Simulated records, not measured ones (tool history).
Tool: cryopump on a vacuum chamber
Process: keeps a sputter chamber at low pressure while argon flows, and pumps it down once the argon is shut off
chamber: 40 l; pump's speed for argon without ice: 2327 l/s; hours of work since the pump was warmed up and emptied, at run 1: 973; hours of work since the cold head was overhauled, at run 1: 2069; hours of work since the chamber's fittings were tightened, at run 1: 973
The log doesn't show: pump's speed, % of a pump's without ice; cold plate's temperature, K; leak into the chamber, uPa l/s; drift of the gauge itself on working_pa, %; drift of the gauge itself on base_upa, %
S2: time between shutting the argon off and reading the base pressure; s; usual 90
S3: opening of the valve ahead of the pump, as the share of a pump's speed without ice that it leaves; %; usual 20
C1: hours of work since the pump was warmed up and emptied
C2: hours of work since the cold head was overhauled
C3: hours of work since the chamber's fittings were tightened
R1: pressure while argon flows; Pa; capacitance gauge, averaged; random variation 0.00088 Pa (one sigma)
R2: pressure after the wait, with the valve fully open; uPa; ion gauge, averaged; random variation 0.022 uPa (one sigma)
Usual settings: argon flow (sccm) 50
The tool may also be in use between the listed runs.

Run 1, hour 0: usual settings; C1 973; C2 2069; C3 973. Result: R1 0.196 Pa, R2 0.77 uPa.
Run 2, hour 47: usual settings; C1 1008; C2 2104; C3 1008. Result: R1 0.1953 Pa, R2 0.76 uPa.
Run 3, hour 113.2: usual settings; C1 1058; C2 2154; C3 1058. Result: R1 0.1983 Pa, R2 0.82 uPa.
At hour 142.4: pump warmed up, emptied and cooled again.
Run 4, hour 175.9: usual settings; C1 25; C2 2197; C3 1101. Result: R1 0.1818 Pa, R2 0.71 uPa.
Run 5, hour 206.6: usual settings but S3 29 %; C1 48; C2 2220; C3 1124. Result: R1 0.1265 Pa, R2 0.73 uPa.
Run 6, hour 241.6: usual settings but S3 29 %; C1 74; C2 2246; C3 1151. Result: R1 0.1261 Pa, R2 0.74 uPa.
Run 7, hour 314.5: usual settings but argon flow (sccm) 33, S3 29 %; C1 129; C2 2301; C3 1205. Result: R1 0.0835 Pa, R2 0.73 uPa.
Run 8, hour 355.5: usual settings but argon flow (sccm) 33, S3 29 %; C1 160; C2 2332; C3 1236. Result: R1 0.0838 Pa, R2 0.69 uPa.
Run 9, hour 418.1: usual settings but argon flow (sccm) 33, S3 29 %; C1 207; C2 2379; C3 1283. Result: R1 0.0843 Pa, R2 0.75 uPa.
Run 10, hour 489.8: usual settings but argon flow (sccm) 33, S3 29 %; C1 261; C2 2432; C3 1337. Result: R1 0.085 Pa, R2 0.75 uPa.
Run 11, hour 536.1: usual settings but argon flow (sccm) 33, S3 29 %; C1 295; C2 2467; C3 1372. Result: R1 0.0856 Pa, R2 0.71 uPa.
Run 12, hour 567.3: usual settings but argon flow (sccm) 33, S3 29 %; C1 319; C2 2491; C3 1395. Result: R1 0.0858 Pa, R2 0.77 uPa.
Run 13, hour 621.5: usual settings but S2 125 s; C1 360; C2 2531; C3 1436. Result: R1 0.1873 Pa, R2 0.59 uPa.
Run 14, hour 692.5: usual settings; C1 413; C2 2585; C3 1489. Result: R1 0.1849 Pa, R2 0.79 uPa.
Run 15, hour 748.5: usual settings but S3 24 %; C1 455; C2 2627; C3 1531. Result: R1 0.1584 Pa, R2 0.75 uPa.
Run 16, hour 785.8: usual settings but S3 24 %; C1 483; C2 2655; C3 1559. Result: R1 0.1574 Pa, R2 0.8 uPa.
Run 17, hour 825.6: usual settings; C1 513; C2 2684; C3 1589. Result: R1 0.1886 Pa, R2 0.76 uPa.
Run 18, hour 877.9: usual settings but argon flow (sccm) 62, S3 17 %; C1 552; C2 2724; C3 1628. Result: R1 0.2751 Pa, R2 0.77 uPa.
Run 19, hour 937.6: usual settings but argon flow (sccm) 67, S3 15 %; C1 597; C2 2769; C3 1673. Result: R1 0.3344 Pa, R2 0.77 uPa.
Run 20, hour 971.6: usual settings but argon flow (sccm) 67, S3 15 %; C1 622; C2 2794; C3 1698. Result: R1 0.3358 Pa, R2 0.76 uPa.
Run 21, hour 1013.6: usual settings but argon flow (sccm) 72, S3 59 %; C1 654; C2 2826; C3 1730. Result: R1 0.1017 Pa, R2 0.79 uPa.
Run 22, hour 1059: usual settings but argon flow (sccm) 72, S3 59 %; C1 688; C2 2860; C3 1764. Result: R1 0.1036 Pa, R2 0.77 uPa.
Run 23, hour 1107.3: usual settings but argon flow (sccm) 72, S2 49 s, S3 16 %; C1 724; C2 2896; C3 1800. Result: R1 0.3431 Pa, R2 1.2 uPa.
Run 24, hour 1145.2: usual settings but S2 56 s, S3 18 %; C1 753; C2 2924; C3 1829. Result: R1 0.2114 Pa, R2 1.08 uPa.
Run 25, hour 1188.9: usual settings but argon flow (sccm) 36; C1 785; C2 2957; C3 1862. Result: R1 0.1405 Pa, R2 0.87 uPa.
Run 26, hour 1220.6: usual settings but argon flow (sccm) 36; C1 809; C2 2981; C3 1885. Result: R1 0.1392 Pa, R2 0.81 uPa.
Run 27, hour 1266.4: usual settings but argon flow (sccm) 25, S2 286 s, S3 43 %; C1 844; C2 3015; C3 1920. Result: R1 0.0475 Pa, R2 0.51 uPa.
Run 28, hour 1297.8: usual settings but argon flow (sccm) 25, S2 286 s, S3 43 %; C1 867; C2 3039; C3 1943. Result: R1 0.0481 Pa, R2 0.52 uPa.
Run 29, hour 1332.8: usual settings but argon flow (sccm) 25, S2 87 s, S3 57 %; C1 893; C2 3065; C3 1969. Result: R1 0.0392 Pa, R2 0.82 uPa.
Run 30, hour 1406.6: usual settings but argon flow (sccm) 37, S3 18 %; C1 949; C2 3121; C3 2025. Result: R1 0.1586 Pa, R2 0.88 uPa.
Run 31, hour 1475.4: usual settings but argon flow (sccm) 37, S3 17 %; C1 1000; C2 3172; C3 2076. Result: R1 0.1681 Pa, R2 0.82 uPa.
Run 32, hour 1520.6: usual settings but argon flow (sccm) 37, S3 17 %; C1 1034; C2 3206; C3 2110. Result: R1 0.1688 Pa, R2 0.83 uPa.
At hour 1582.1: pump warmed up, emptied and cooled again.
Run 33, hour 1599.2: usual settings but argon flow (sccm) 66, S2 56 s, S3 17 %; C1 13; C2 3261; C3 2166. Result: R1 0.2845 Pa, R2 1.01 uPa.

Hidden state at the last listed run before each entry between runs and at the first one after, where it differs:
Between runs 3 and 4: pump warmed up, emptied and cooled again (hour 142.4)
  pump's speed, % of a pump's without ice: 71.6 -> 99.3; cold plate's temperature, K: 12.87 -> 12.89; leak into the chamber, uPa l/s: 483 -> 488
  measured less the result without the state, R1: +0.0154 -> +0.001 Pa; R2: +0.17 -> +0.09 uPa
Between runs 32 and 33: pump warmed up, emptied and cooled again (hour 1582.1)
  pump's speed, % of a pump's without ice: 71.7 -> 98.8; cold plate's temperature, K: 13.24 -> 13.26; leak into the chamber, uPa l/s: 613 -> 620
  measured less the result without the state, R1: +0.0116 -> +0.0018 Pa; R2: +0.25 -> +0.15 uPa
